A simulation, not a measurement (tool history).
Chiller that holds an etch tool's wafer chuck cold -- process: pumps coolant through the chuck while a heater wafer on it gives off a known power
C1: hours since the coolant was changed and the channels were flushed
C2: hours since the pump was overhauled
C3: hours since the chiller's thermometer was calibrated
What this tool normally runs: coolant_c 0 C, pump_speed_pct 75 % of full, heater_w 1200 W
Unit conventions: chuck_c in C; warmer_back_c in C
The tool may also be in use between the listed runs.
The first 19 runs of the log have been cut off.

run 20 hour=1897.4 | coolant_c=-3 pump_speed_pct=86 heater_w=1432 | C1=6980 C2=5815 C3=2118 | chuck_c=6.6 warmer_back_c=3.22
run 21 hour=2037.1 | coolant_c=-3 pump_speed_pct=63 heater_w=1432 | C1=7119 C2=5955 C3=2258 | chuck_c=9.6 warmer_back_c=4.62
run 22 hour=2128.3 | coolant_c=5 pump_speed_pct=93 heater_w=1354 | C1=7210 C2=6046 C3=2349 | chuck_c=13.3 warmer_back_c=2.93
run 23 hour=2237.9 | coolant_c=5 pump_speed_pct=93 heater_w=1354 | C1=7320 C2=6156 C3=2458 | chuck_c=13.4 warmer_back_c=2.88
run 24 hour=2335.2 | coolant_c=0 pump_speed_pct=70 heater_w=1150 | C1=7417 C2=6253 C3=2556 | chuck_c=9.2 warmer_back_c=3.29
run 25 hour=2431.0 | coolant_c=-4 pump_speed_pct=70 heater_w=796 | C1=7513 C2=6349 C3=2652 | chuck_c=2.3 warmer_back_c=2.29
run 26 hour=2510.8 | coolant_c=-4 pump_speed_pct=70 heater_w=796 | C1=7593 C2=6428 C3=2731 | chuck_c=2.4 warmer_back_c=2.24
run 27 hour=2595.1 | coolant_c=-4 pump_speed_pct=66 heater_w=1200 | C1=7677 C2=6513 C3=2816 | chuck_c=6.3 warmer_back_c=3.69
run 28 hour=2704.8 | coolant_c=-4 pump_speed_pct=66 heater_w=1200 | C1=7787 C2=6622 C3=2925 | chuck_c=6.3 warmer_back_c=3.68
run 29 hour=2809.7 | coolant_c=-4 pump_speed_pct=80 heater_w=1564 | C1=7892 C2=6727 C3=3030 | chuck_c=7.4 warmer_back_c=3.90
-- hour=2828.2 coolant changed, channels flushed
run 30 hour=2940.1 | coolant_c=-4 pump_speed_pct=80 heater_w=1564 | C1=112 C2=6852 C3=3155 | chuck_c=6.8 warmer_back_c=4.02
run 31 hour=3082.9 | coolant_c=-4 pump_speed_pct=80 heater_w=1564 | C1=255 C2=6995 C3=3297 | chuck_c=6.6 warmer_back_c=3.94

4 options for the next run, each taken on its own from the tool as it stands now. Forecast them:
run A hour=3201.6 | coolant_c=-1 pump_speed_pct=84 heater_w=981 | C1=373 C2=7113 C3=3416 | chuck_c=? warmer_back_c=?
run B hour=3201.6 | coolant_c=6 pump_speed_pct=78 heater_w=959 | C1=373 C2=7113 C3=3416 | chuck_c=? warmer_back_c=?
run C hour=3201.6 | coolant_c=-10 pump_speed_pct=90 heater_w=945 | C1=373 C2=7113 C3=3416 | chuck_c=? warmer_back_c=?
run D hour=3201.6 | coolant_c=-4 pump_speed_pct=91 heater_w=1564 | C1=373 C2=7113 C3=3416 | chuck_c=? warmer_back_c=?

run=A chuck_c=5.1 warmer_back_c=2.36
run=B chuck_c=12.5 warmer_back_c=2.47
run=C chuck_c=-4.5 warmer_back_c=2.09
run=D chuck_c=5.3 warmer_back_c=3.45
Stripped of hidden state, with their random variation kept, the same runs would have yielded:
run=A chuck_c=4.7 warmer_back_c=2.03
run=B chuck_c=12.1 warmer_back_c=2.12
run=C chuck_c=-4.7 warmer_back_c=1.79
run=D chuck_c=4.5 warmer_back_c=2.97
